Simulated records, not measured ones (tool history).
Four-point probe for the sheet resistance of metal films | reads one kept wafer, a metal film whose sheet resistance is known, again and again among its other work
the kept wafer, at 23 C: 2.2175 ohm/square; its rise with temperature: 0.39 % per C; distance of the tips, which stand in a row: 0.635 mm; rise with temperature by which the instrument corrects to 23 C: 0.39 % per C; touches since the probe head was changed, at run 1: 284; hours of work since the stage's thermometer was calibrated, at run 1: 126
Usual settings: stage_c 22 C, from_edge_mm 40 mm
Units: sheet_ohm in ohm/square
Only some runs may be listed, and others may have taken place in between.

| run | hour | stage_c | from_edge_mm | touches since the probe head was changed | hours of work since the stage's thermometer was calibrated | sheet_ohm |
|---|---|---|---|---|---|---|
| 1 | 0.0 | 22 | 40 | 284 | 126 | 2.217846 |
| 2 | 121.5 | 22 | 40 | 3835 | 180 | 2.217636 |
| 3 | 255.6 | 22 | 40 | 7749 | 240 | 2.218404 |
| 4 | 394.4 | 22 | 40 | 11804 | 301 | 2.218074 |
| 5 | 517.4 | 23 | 40 | 15398 | 356 | 2.217769 |
| 6 | 612.5 | 31 | 40 | 18174 | 398 | 2.217179 |
| 7 | 707.6 | 31 | 40 | 20952 | 440 | 2.216455 |
| 8 | 764.2 | 31 | 40 | 22605 | 465 | 2.216219 |
| 9 | 862.0 | 31 | 20 | 25463 | 509 | 2.216951 |
| 10 | 979.1 | 31 | 20 | 28885 | 560 | 2.217796 |
| 11 | 1061.3 | 31 | 20 | 31283 | 597 | 2.218197 |
| 12 | 1134.2 | 22 | 29 | 33415 | 629 | 2.218263 |
| 13 | 1239.9 | 22 | 29 | 36501 | 676 | 2.217511 |
| 14 | 1301.7 | 22 | 40 | 38307 | 703 | 2.218408 |
| 15 | 1412.3 | 22 | 40 | 41537 | 752 | 2.217675 |
| 16 | 1483.9 | 22 | 4 | 43629 | 784 | 2.246954 |
| 17 | 1541.2 | 22 | 4 | 45302 | 810 | 2.246832 |
| 18 | 1631.5 | 22 | 40 | 47939 | 850 | 2.218410 |
| 19 | 1693.0 | 32 | 7 | 49736 | 877 | 2.226104 |
| 20 | 1821.4 | 27 | 24 | 53486 | 934 | 2.217331 |
| 21 | 1902.7 | 18 | 7 | 55862 | 970 | 2.227735 |
| 22 | 1990.3 | 25 | 74 | 58421 | 1009 | 2.216659 |
|  | 2083.2 | new probe head fitted |
| 23 | 2101.7 | 22 | 19 | 542 | 1058 | 2.218656 |
| 24 | 2171.6 | 22 | 19 | 2583 | 1089 | 2.218857 |
| 25 | 2277.2 | 32 | 9 | 5668 | 1135 | 2.222803 |
| 26 | 2353.6 | 26 | 50 | 7900 | 1169 | 2.216853 |
| 27 | 2410.5 | 31 | 9 | 9561 | 1194 | 2.222372 |
| 28 | 2499.2 | 31 | 9 | 12151 | 1234 | 2.222271 |
| 29 | 2628.7 | 22 | 5 | 15934 | 1291 | 2.236651 |
| 30 | 2745.2 | 18 | 4 | 19338 | 1343 | 2.248311 |
| 31 | 2855.4 | 18 | 4 | 22556 | 1392 | 2.248266 |
| 32 | 2992.2 | 29 | 12 | 26553 | 1452 | 2.219576 |
| 33 | 3075.4 | 28 | 28 | 28984 | 1489 | 2.217509 |
| 34 | 3147.1 | 23 | 6 | 31076 | 1521 | 2.230426 |
| 35 | 3210.7 | 22 | 24 | 32935 | 1549 | 2.218060 |
| 36 | 3273.2 | 22 | 24 | 34760 | 1577 | 2.217918 |

Entry by entry between the runs, the difference in hidden state between the last listed run before and the first listed run after:
After run 22, before run 23: new probe head fitted (hour 2083.2)
  inner tips' distance over the nominal, %: -0.01 -> 0.003; tips' flats over new ones', %: 1 -> 0
